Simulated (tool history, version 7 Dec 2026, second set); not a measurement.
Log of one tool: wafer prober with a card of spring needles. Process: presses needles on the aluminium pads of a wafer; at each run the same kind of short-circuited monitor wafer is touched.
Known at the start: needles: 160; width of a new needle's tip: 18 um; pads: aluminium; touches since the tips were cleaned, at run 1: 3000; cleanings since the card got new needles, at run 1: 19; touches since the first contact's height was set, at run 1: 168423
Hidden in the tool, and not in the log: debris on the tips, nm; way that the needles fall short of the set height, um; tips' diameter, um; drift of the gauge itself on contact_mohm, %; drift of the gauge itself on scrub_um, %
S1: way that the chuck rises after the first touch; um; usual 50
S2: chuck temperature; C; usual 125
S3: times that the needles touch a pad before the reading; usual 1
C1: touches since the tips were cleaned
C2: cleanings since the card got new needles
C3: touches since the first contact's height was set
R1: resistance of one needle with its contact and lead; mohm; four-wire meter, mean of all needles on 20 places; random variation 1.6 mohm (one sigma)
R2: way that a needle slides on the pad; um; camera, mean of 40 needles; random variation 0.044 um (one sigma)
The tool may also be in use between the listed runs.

{"run": 1, "hour": 0.0, "S1": 50, "S2": 125, "S3": 1, "C1": 3000, "C2": 19, "C3": 168423, "R1": 162, "R2": 7.92}
{"hour": 9.2, "done": "tips cleaned on abrasive film"}
{"hour": 24.1, "done": "tips cleaned on abrasive film"}
{"run": 2, "hour": 26.3, "S1": 50, "S2": 125, "S3": 1, "C1": 1217, "C2": 21, "C3": 182601, "R1": 165, "R2": 8.03}
{"hour": 37.8, "done": "height of the first contact set anew"}
{"hour": 40.8, "done": "tips cleaned on abrasive film"}
{"hour": 56.6, "done": "tips cleaned on abrasive film"}
{"run": 3, "hour": 56.6, "S1": 50, "S2": 125, "S3": 1, "C1": 0, "C2": 23, "C3": 10100, "R1": 164, "R2": 8.01}
{"hour": 72.3, "done": "tips cleaned on abrasive film"}
{"run": 4, "hour": 81.0, "S1": 50, "S2": 125, "S3": 1, "C1": 4716, "C2": 24, "C3": 23315, "R1": 162, "R2": 8.0}
{"hour": 87.2, "done": "tips cleaned on abrasive film"}
{"run": 5, "hour": 95.2, "S1": 50, "S2": 125, "S3": 2, "C1": 4370, "C2": 25, "C3": 30985, "R1": 165, "R2": 8.02}
{"hour": 101.9, "done": "tips cleaned on abrasive film"}
{"run": 6, "hour": 112.1, "S1": 50, "S2": 125, "S3": 2, "C1": 5494, "C2": 26, "C3": 40065, "R1": 162, "R2": 7.98}
{"hour": 117.5, "done": "tips cleaned on abrasive film"}
{"hour": 134.6, "done": "tips cleaned on abrasive film"}
{"run": 7, "hour": 138.4, "S1": 50, "S2": 125, "S3": 2, "C1": 2099, "C2": 28, "C3": 54280, "R1": 163, "R2": 8.07}
{"hour": 151.0, "done": "tips cleaned on abrasive film"}
{"run": 8, "hour": 160.7, "S1": 50, "S2": 125, "S3": 2, "C1": 5273, "C2": 29, "C3": 66334, "R1": 164, "R2": 8.03}
{"hour": 165.5, "done": "tips cleaned on abrasive film"}
{"hour": 180.8, "done": "tips cleaned on abrasive film"}
{"run": 9, "hour": 181.0, "S1": 50, "S2": 25, "S3": 2, "C1": 129, "C2": 31, "C3": 77237, "R1": 145, "R2": 8.12}
{"hour": 196.2, "done": "tips cleaned on abrasive film"}
{"run": 10, "hour": 204.9, "S1": 50, "S2": 25, "S3": 2, "C1": 4689, "C2": 32, "C3": 90128, "R1": 148, "R2": 8.01}
{"hour": 213.0, "done": "tips cleaned on abrasive film"}
{"run": 11, "hour": 224.5, "S1": 50, "S2": 25, "S3": 2, "C1": 6209, "C2": 33, "C3": 100724, "R1": 147, "R2": 8.07}
{"hour": 228.5, "done": "tips cleaned on abrasive film"}
{"run": 12, "hour": 239.4, "S1": 50, "S2": 125, "S3": 1, "C1": 5935, "C2": 34, "C3": 108779, "R1": 164, "R2": 8.07}
{"hour": 245.0, "done": "tips cleaned on abrasive film"}
{"run": 13, "hour": 258.4, "S1": 50, "S2": 125, "S3": 1, "C1": 7281, "C2": 35, "C3": 119033, "R1": 160, "R2": 8.11}
{"hour": 261.4, "done": "tips cleaned on abrasive film"}
{"hour": 276.9, "done": "tips cleaned on abrasive film"}
{"run": 14, "hour": 289.7, "S1": 60, "S2": 125, "S3": 1, "C1": 6940, "C2": 37, "C3": 135915, "R1": 162, "R2": 9.69}
{"hour": 292.2, "done": "tips cleaned on abrasive film"}
{"hour": 306.8, "done": "tips cleaned on abrasive film"}
{"hour": 321.6, "done": "tips cleaned on abrasive film"}
{"run": 15, "hour": 321.6, "S1": 50, "S2": 125, "S3": 1, "C1": 0, "C2": 40, "C3": 153091, "R1": 161, "R2": 8.09}
{"hour": 339.0, "done": "tips cleaned on abrasive film"}
{"run": 16, "hour": 348.2, "S1": 50, "S2": 125, "S3": 1, "C1": 4967, "C2": 41, "C3": 167467, "R1": 162, "R2": 8.03}
{"hour": 354.2, "done": "tips cleaned on abrasive film"}
{"hour": 370.5, "done": "tips cleaned on abrasive film"}
{"run": 17, "hour": 380.1, "S1": 68, "S2": 48, "S3": 1, "C1": 5191, "C2": 43, "C3": 184675, "R1": 147, "R2": 10.98}
{"hour": 385.6, "done": "tips cleaned on abrasive film"}
{"hour": 385.9, "done": "height of the first contact set anew"}
{"hour": 401.8, "done": "tips cleaned on abrasive film"}
{"run": 18, "hour": 410.1, "S1": 68, "S2": 48, "S3": 1, "C1": 4477, "C2": 45, "C3": 13102, "R1": 148, "R2": 10.99}
{"hour": 417.0, "done": "tips cleaned on abrasive film"}
{"run": 19, "hour": 429.0, "S1": 68, "S2": 48, "S3": 1, "C1": 6497, "C2": 46, "C3": 23316, "R1": 148, "R2": 11.01}
{"hour": 434.0, "done": "tips cleaned on abrasive film"}
{"hour": 449.4, "done": "tips cleaned on abrasive film"}
{"run": 20, "hour": 455.1, "S1": 47, "S2": 125, "S3": 2, "C1": 3114, "C2": 48, "C3": 37396, "R1": 163, "R2": 7.57}
{"hour": 465.2, "done": "tips cleaned on abrasive film"}
{"run": 21, "hour": 475.2, "S1": 47, "S2": 125, "S3": 2, "C1": 5459, "C2": 49, "C3": 48260, "R1": 166, "R2": 7.66}
{"hour": 480.4, "done": "tips cleaned on abrasive film"}
{"hour": 496.1, "done": "tips cleaned on abrasive film"}
{"run": 22, "hour": 505.2, "S1": 50, "S2": 71, "S3": 1, "C1": 4912, "C2": 51, "C3": 64416, "R1": 154, "R2": 8.12}
{"hour": 510.7, "done": "tips cleaned on abrasive film"}
{"hour": 525.5, "done": "tips cleaned on abrasive film"}
{"run": 23, "hour": 528.8, "S1": 41, "S2": 119, "S3": 2, "C1": 1772, "C2": 53, "C3": 77124, "R1": 163, "R2": 6.63}
{"hour": 540.3, "done": "tips cleaned on abrasive film"}
{"run": 24, "hour": 545.4, "S1": 41, "S2": 112, "S3": 1, "C1": 2804, "C2": 54, "C3": 86107, "R1": 163, "R2": 6.66}
{"hour": 555.4, "done": "tips cleaned on abrasive film"}
{"run": 25, "hour": 561.2, "S1": 50, "S2": 112, "S3": 2, "C1": 3149, "C2": 55, "C3": 94585, "R1": 158, "R2": 8.13}
{"hour": 571.0, "done": "tips cleaned on abrasive film"}
{"hour": 586.9, "done": "tips cleaned on abrasive film"}
{"run": 26, "hour": 589.6, "S1": 50, "S2": 92, "S3": 3, "C1": 1418, "C2": 57, "C3": 109898, "R1": 155, "R2": 8.2}
{"hour": 603.1, "done": "tips cleaned on abrasive film"}
{"run": 27, "hour": 608.7, "S1": 50, "S2": 92, "S3": 2, "C1": 3060, "C2": 58, "C3": 120236, "R1": 158, "R2": 8.18}
{"hour": 619.7, "done": "tips cleaned on abrasive film"}
{"hour": 634.7, "done": "tips cleaned on abrasive film"}
{"run": 28, "hour": 635.1, "S1": 42, "S2": 125, "S3": 1, "C1": 193, "C2": 60, "C3": 134461, "R1": 166, "R2": 6.87}
{"hour": 650.9, "done": "tips cleaned on abrasive film"}
{"hour": 666.0, "done": "tips cleaned on abrasive film"}
{"run": 29, "hour": 668.1, "S1": 60, "S2": 33, "S3": 1, "C1": 1149, "C2": 62, "C3": 152277, "R1": 145, "R2": 9.76}
{"hour": 682.6, "done": "tips cleaned on abrasive film"}
{"run": 30, "hour": 692.3, "S1": 49, "S2": 115, "S3": 1, "C1": 5304, "C2": 63, "C3": 165385, "R1": 163, "R2": 8.08}
{"hour": 697.2, "done": "tips cleaned on abrasive film"}
{"hour": 713.1, "done": "tips cleaned on abrasive film"}
{"run": 31, "hour": 726.4, "S1": 49, "S2": 50, "S3": 1, "C1": 7194, "C2": 65, "C3": 183748, "R1": 152, "R2": 8.04}

3 ways to go on from here, each from the tool as it stands after run 31. What would each give?
{"hour": 729.5, "done": "tips cleaned on abrasive film"}
{"hour": 734.8, "done": "height of the first contact set anew"}
{"hour": 744.6, "done": "tips cleaned on abrasive film"}
{"run": "A", "hour": 757.1, "S1": 38, "S2": 36, "S3": 1, "C1": 6782, "C2": 67, "C3": 12049, "R1": "?", "R2": "?"}
{"hour": 729.5, "done": "tips cleaned on abrasive film"}
{"hour": 734.8, "done": "height of the first contact set anew"}
{"hour": 744.6, "done": "tips cleaned on abrasive film"}
{"run": "B", "hour": 757.1, "S1": 30, "S2": 26, "S3": 2, "C1": 6782, "C2": 67, "C3": 12049, "R1": "?", "R2": "?"}
{"hour": 729.5, "done": "tips cleaned on abrasive film"}
{"hour": 734.8, "done": "height of the first contact set anew"}
{"hour": 744.6, "done": "tips cleaned on abrasive film"}
{"run": "C", "hour": 757.1, "S1": 49, "S2": 44, "S3": 1, "C1": 6782, "C2": 67, "C3": 12049, "R1": "?", "R2": "?"}

run=A R1=150 R2=6.23
run=B R1=155 R2=4.89
run=C R1=151 R2=8.08
Without the tool's hidden state the same runs would have given:
run=A R1=149 R2=6.07
run=B R1=154 R2=4.76
run=C R1=151 R2=7.87
